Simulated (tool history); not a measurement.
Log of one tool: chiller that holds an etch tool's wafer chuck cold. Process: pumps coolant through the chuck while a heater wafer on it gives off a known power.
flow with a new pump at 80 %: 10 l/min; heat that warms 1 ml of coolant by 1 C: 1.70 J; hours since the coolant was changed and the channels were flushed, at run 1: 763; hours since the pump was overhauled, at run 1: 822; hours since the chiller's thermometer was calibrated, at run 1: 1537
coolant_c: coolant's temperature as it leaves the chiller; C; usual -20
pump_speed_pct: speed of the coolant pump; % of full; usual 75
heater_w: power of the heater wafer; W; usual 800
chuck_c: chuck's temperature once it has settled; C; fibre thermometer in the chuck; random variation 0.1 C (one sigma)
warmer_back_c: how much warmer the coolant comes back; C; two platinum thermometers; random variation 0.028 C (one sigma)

| run | hour | coolant_c | pump_speed_pct | heater_w | hours since the coolant was changed and the channels were flushed | hours since the pump was overhauled | hours since the chiller's thermometer was calibrated | chuck_c | warmer_back_c |
|---|---|---|---|---|---|---|---|---|---|
| 1 | 0.0 | -20 | 75 | 800 | 763 | 822 | 1537 | -11.0 | 3.10 |
| 2 | 24.0 | -20 | 75 | 800 | 787 | 846 | 1561 | -11.1 | 3.05 |
| 3 | 40.9 | -20 | 77 | 800 | 804 | 863 | 1578 | -11.2 | 3.00 |
| 4 | 73.5 | -20 | 75 | 792 | 836 | 896 | 1610 | -11.1 | 3.05 |
| 5 | 98.7 | -20 | 75 | 792 | 862 | 921 | 1635 | -11.1 | 3.04 |
| 6 | 115.4 | -20 | 75 | 800 | 878 | 938 | 1652 | -11.0 | 3.10 |
| 7 | 130.5 | -20 | 75 | 800 | 893 | 953 | 1667 | -11.0 | 3.08 |
| 8 | 150.2 | -20 | 75 | 800 | 913 | 972 | 1687 | -10.9 | 3.11 |
| 9 | 178.8 | -20 | 75 | 800 | 942 | 1001 | 1716 | -10.9 | 3.07 |
| 10 | 206.3 | -20 | 87 | 800 | 969 | 1029 | 1743 | -12.0 | 2.73 |
| 11 | 239.1 | -20 | 75 | 504 | 1002 | 1061 | 1776 | -14.5 | 1.96 |
| 12 | 259.6 | -12 | 75 | 800 | 1023 | 1082 | 1796 | -3.0 | 3.05 |
| 13 | 290.7 | -12 | 75 | 800 | 1054 | 1113 | 1827 | -2.9 | 3.10 |
| 14 | 314.5 | -23 | 92 | 800 | 1078 | 1137 | 1851 | -15.1 | 2.54 |
| 15 | 328.6 | -20 | 75 | 706 | 1092 | 1151 | 1865 | -12.1 | 2.71 |

Forecast each of these 5 alternatives for the next run:
| A | 361.3 | -12 | 85 | 704 | 1124 | 1184 | 1898 | ? | ? |
| B | 361.3 | -28 | 75 | 495 | 1124 | 1184 | 1898 | ? | ? |
| C | 361.3 | -20 | 94 | 777 | 1124 | 1184 | 1898 | ? | ? |
| D | 361.3 | -20 | 75 | 407 | 1124 | 1184 | 1898 | ? | ? |
| E | 361.3 | -13 | 61 | 648 | 1124 | 1184 | 1898 | ? | ? |

| run | chuck_c | warmer_back_c |
|---|---|---|
| A | -4.9 | 2.31 |
| B | -22.3 | 1.92 |
| C | -12.6 | 2.44 |
| D | -15.5 | 1.57 |
| E | -4.6 | 2.99 |
Without the tool's hidden state the same runs would have given:
| run | chuck_c | warmer_back_c |
|---|---|---|
| A | -5.0 | 2.25 |
| B | -22.3 | 1.87 |
| C | -12.7 | 2.38 |
| D | -15.4 | 1.53 |
| E | -4.8 | 2.92 |
